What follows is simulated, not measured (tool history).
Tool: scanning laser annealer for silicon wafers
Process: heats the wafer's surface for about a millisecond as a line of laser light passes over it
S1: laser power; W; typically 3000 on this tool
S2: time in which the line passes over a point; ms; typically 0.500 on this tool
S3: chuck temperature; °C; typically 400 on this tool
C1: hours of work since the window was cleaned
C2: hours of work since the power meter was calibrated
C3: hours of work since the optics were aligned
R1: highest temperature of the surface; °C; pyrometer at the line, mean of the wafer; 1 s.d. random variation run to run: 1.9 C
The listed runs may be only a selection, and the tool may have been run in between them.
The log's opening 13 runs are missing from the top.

run,hour,S1,S2,S3,C1,C2,C3,R1
14,528.5,3000,0.461,400,271,1374,1063,1179
15,580.8,3000,0.500,400,304,1406,1096,1213
16,625.7,3257,0.500,400,332,1435,1124,1299
17,650.3,3257,0.392,406,347,1450,1139,1201
18,697.5,3000,0.359,400,377,1479,1169,1087
19,749.8,3285,0.508,404,409,1512,1201,1323
20,775.0,3030,0.468,400,425,1528,1217,1194
21,809.2,3000,0.500,425,447,1549,1239,1239
22,839.2,3000,0.500,425,465,1568,1257,1237
23,890.3,2628,0.466,379,497,1600,1289,1047
24,934.0,2628,0.466,379,525,1627,1317,1048
25,964.8,2628,0.466,379,544,1647,1336,1050
26,1005.2,2968,0.500,419,569,1672,1361,1224
27,1039.3,3279,0.500,388,590,1693,1382,1294
28,1078.5,2766,0.606,386,615,1718,1407,1201
29,1111.9,3015,0.541,395,636,1739,1428,1247
# hour 1145.4: window over the wafer cleaned
30,1163.7,3015,0.541,395,11,1770,1459,1245
31,1208.0,2560,0.445,377,39,1798,1487,1011
32,1240.3,3000,0.429,366,59,1818,1507,1119

Consider 5 possible next runs. They are alternatives, not a sequence: every one starts from the tool as it was left by run 32. What does each give?
A,1290.3,2573,0.478,438,91,1849,1538,?
B,1290.3,2607,0.529,431,91,1849,1538,?
C,1290.3,3000,0.575,400,91,1849,1538,?
D,1290.3,2739,0.515,427,91,1849,1538,?
E,1290.3,3000,0.524,366,91,1849,1538,?

run,R1
A,1101
B,1140
C,1272
D,1168
E,1196
With no hidden state in the tool, these same runs would have given:
run,R1
A,1101
B,1141
C,1273
D,1168
E,1196
